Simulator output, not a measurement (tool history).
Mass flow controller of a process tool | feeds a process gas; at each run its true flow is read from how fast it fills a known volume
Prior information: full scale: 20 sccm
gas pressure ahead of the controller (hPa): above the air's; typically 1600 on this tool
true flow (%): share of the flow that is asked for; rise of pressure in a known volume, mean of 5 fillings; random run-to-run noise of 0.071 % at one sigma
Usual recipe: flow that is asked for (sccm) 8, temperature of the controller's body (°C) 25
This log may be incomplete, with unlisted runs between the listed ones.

run	day	flow that is asked for (sccm)	gas pressure ahead of the controller (hPa)	temperature of the controller's body (°C)	true flow (%)
1	0.000	8	1600	25	99.89
2	1.938	8	1600	25	99.91
3	4.317	4	1600	25	99.56
4	7.788	4	1600	25	99.46
5	9.688	4	1600	25	99.49
6	11.300	4	1600	25	99.44
7	14.483	4	1600	25	99.47
8	16.879	2	1600	25	99.22
9	20.004	8	1600	29	99.36
10	22.017	8	1600	25	99.38
11	25.208	3	1600	25	99.24
12	28.896	8	1600	25	99.12
13	32.000	8	1600	25	99.17
14	34.642	8	1600	25	99.19
15	37.558	8	1600	25	99.13
16	40.712	8	1600	25	98.93
17	44.112	8	2430	25	98.27
18	47.233	8	2430	25	98.24
19	49.217	8	2430	25	98.34
20	52.250	8	2430	25	98.21
21	55.583	8	2430	25	98.25
22	57.788	8	2430	25	98.33
23	59.542	8	1690	36	98.31
24	62.150	8	1600	37	98.26
25	64.562	4	1600	21	98.66
26	67.942	8	2350	25	98.05
27	70.733	12	2700	25	97.91
28	73.300	12	2700	25	97.82
29	75.550	2	1930	32	97.66
30	78.746	2	1930	32	97.67
31	82.304	2	2390	25	97.48
32	85.183	8	1900	24	98.09
# day 86.717: gauge calibrated
33	87.100	7	1600	23	99.89
34	90.554	7	1600	23	99.66
35	92.829	8	1580	34	99.50
36	95.079	2	1580	28	99.33
37	98.596	2	1580	28	99.27
38	100.404	8	1880	23	99.52
39	102.712	15	1790	25	99.73
40	105.100	8	2590	25	98.66
41	108.571	2	2460	25	98.45
42	111.038	8	1880	25	99.24
43	113.279	8	1510	23	99.55

Subtracting, for every run, the result it would have given without the tool's unlogged condition from the measured result gives the following. The same run-to-run variation enters both numbers; the gauge's scatter may not:
Hidden state at play: flow at rest that the sensor doesn't see, % of full scale; true flow over the shown one, %; drift of the gauge itself on true_pct, %.
run	true flow (%)
1	+0.00
2	-0.04
3	-0.08
4	-0.15
5	-0.18
6	-0.22
7	-0.27
8	-0.32
9	-0.38
10	-0.42
11	-0.48
12	-0.54
13	-0.60
14	-0.66
15	-0.71
16	-0.77
17	-0.83
18	-0.88
19	-0.92
20	-0.97
21	-1.04
22	-1.09
23	-1.12
24	-1.16
25	-1.21
26	-1.27
27	-1.33
28	-1.37
29	-1.40
30	-1.46
31	-1.52
32	-1.60
33	+0.00
34	-0.07
35	-0.11
36	-0.14
37	-0.21
38	-0.26
39	-0.30
40	-0.34
41	-0.39
42	-0.46
43	-0.50
